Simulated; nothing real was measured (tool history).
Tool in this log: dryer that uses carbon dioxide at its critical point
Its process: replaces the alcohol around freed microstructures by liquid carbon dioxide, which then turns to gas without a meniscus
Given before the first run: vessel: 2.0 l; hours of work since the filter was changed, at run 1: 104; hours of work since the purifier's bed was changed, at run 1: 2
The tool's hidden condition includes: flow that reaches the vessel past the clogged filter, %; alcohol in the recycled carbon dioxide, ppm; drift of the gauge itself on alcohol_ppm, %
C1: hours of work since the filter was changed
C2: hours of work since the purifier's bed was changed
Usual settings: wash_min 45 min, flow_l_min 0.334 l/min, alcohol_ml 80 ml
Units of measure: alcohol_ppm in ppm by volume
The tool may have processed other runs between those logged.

{"run": 1, "hour": 0.0, "wash_min": 45, "flow_l_min": 0.334, "alcohol_ml": 80, "C1": 104, "C2": 2, "alcohol_ppm": 112}
{"run": 2, "hour": 15.3, "wash_min": 45, "flow_l_min": 0.334, "alcohol_ml": 80, "C1": 111, "C2": 8, "alcohol_ppm": 116}
{"run": 3, "hour": 26.2, "wash_min": 45, "flow_l_min": 0.334, "alcohol_ml": 72, "C1": 115, "C2": 13, "alcohol_ppm": 115}
{"run": 4, "hour": 38.7, "wash_min": 45, "flow_l_min": 0.477, "alcohol_ml": 80, "C1": 121, "C2": 19, "alcohol_ppm": 11}
{"run": 5, "hour": 52.7, "wash_min": 45, "flow_l_min": 0.477, "alcohol_ml": 80, "C1": 127, "C2": 25, "alcohol_ppm": 14}
{"run": 6, "hour": 61.2, "wash_min": 45, "flow_l_min": 0.27, "alcohol_ml": 80, "C1": 131, "C2": 29, "alcohol_ppm": 416}
{"run": 7, "hour": 69.7, "wash_min": 45, "flow_l_min": 0.27, "alcohol_ml": 80, "C1": 135, "C2": 33, "alcohol_ppm": 436}
{"run": 8, "hour": 77.1, "wash_min": 45, "flow_l_min": 0.27, "alcohol_ml": 80, "C1": 138, "C2": 36, "alcohol_ppm": 448}
{"run": 9, "hour": 85.1, "wash_min": 45, "flow_l_min": 0.27, "alcohol_ml": 80, "C1": 142, "C2": 39, "alcohol_ppm": 431}
{"run": 10, "hour": 93.6, "wash_min": 31, "flow_l_min": 0.27, "alcohol_ml": 80, "C1": 145, "C2": 43, "alcohol_ppm": 1777}
{"run": 11, "hour": 102.0, "wash_min": 40, "flow_l_min": 0.334, "alcohol_ml": 80, "C1": 149, "C2": 47, "alcohol_ppm": 275}
{"run": 12, "hour": 114.2, "wash_min": 40, "flow_l_min": 0.334, "alcohol_ml": 80, "C1": 155, "C2": 52, "alcohol_ppm": 283}
{"run": 13, "hour": 124.3, "wash_min": 45, "flow_l_min": 0.334, "alcohol_ml": 80, "C1": 159, "C2": 57, "alcohol_ppm": 160}
{"run": 14, "hour": 140.4, "wash_min": 42, "flow_l_min": 0.208, "alcohol_ml": 22, "C1": 166, "C2": 64, "alcohol_ppm": 478}
{"run": 15, "hour": 154.0, "wash_min": 57, "flow_l_min": 0.334, "alcohol_ml": 80, "C1": 172, "C2": 70, "alcohol_ppm": 48}
{"run": 16, "hour": 167.4, "wash_min": 65, "flow_l_min": 0.253, "alcohol_ml": 120, "C1": 178, "C2": 76, "alcohol_ppm": 180}
{"hour": 175.3, "done": "inlet filter changed"}
{"run": 17, "hour": 179.7, "wash_min": 45, "flow_l_min": 0.271, "alcohol_ml": 80, "C1": 2, "C2": 81, "alcohol_ppm": 235}
{"run": 18, "hour": 186.7, "wash_min": 45, "flow_l_min": 0.271, "alcohol_ml": 80, "C1": 5, "C2": 84, "alcohol_ppm": 231}
{"run": 19, "hour": 202.7, "wash_min": 45, "flow_l_min": 0.514, "alcohol_ml": 35, "C1": 12, "C2": 91, "alcohol_ppm": 11}
{"run": 20, "hour": 211.7, "wash_min": 34, "flow_l_min": 0.514, "alcohol_ml": 28, "C1": 16, "C2": 95, "alcohol_ppm": 20}
{"run": 21, "hour": 223.1, "wash_min": 34, "flow_l_min": 0.514, "alcohol_ml": 28, "C1": 21, "C2": 100, "alcohol_ppm": 31}
{"run": 22, "hour": 237.5, "wash_min": 35, "flow_l_min": 0.486, "alcohol_ml": 41, "C1": 28, "C2": 107, "alcohol_ppm": 33}

Run 23 has not been measured yet. What should we expect?
{"run": 23, "hour": 251.9, "wash_min": 35, "flow_l_min": 0.486, "alcohol_ml": 41, "C1": 34, "C2": 113, "alcohol_ppm": "?"}

Run 23 produced alcohol_ppm 31 ppm by volume.
Were there no unlogged condition in the tool, this run, its random variation unchanged, would have produced alcohol_ppm 17 ppm by volume.
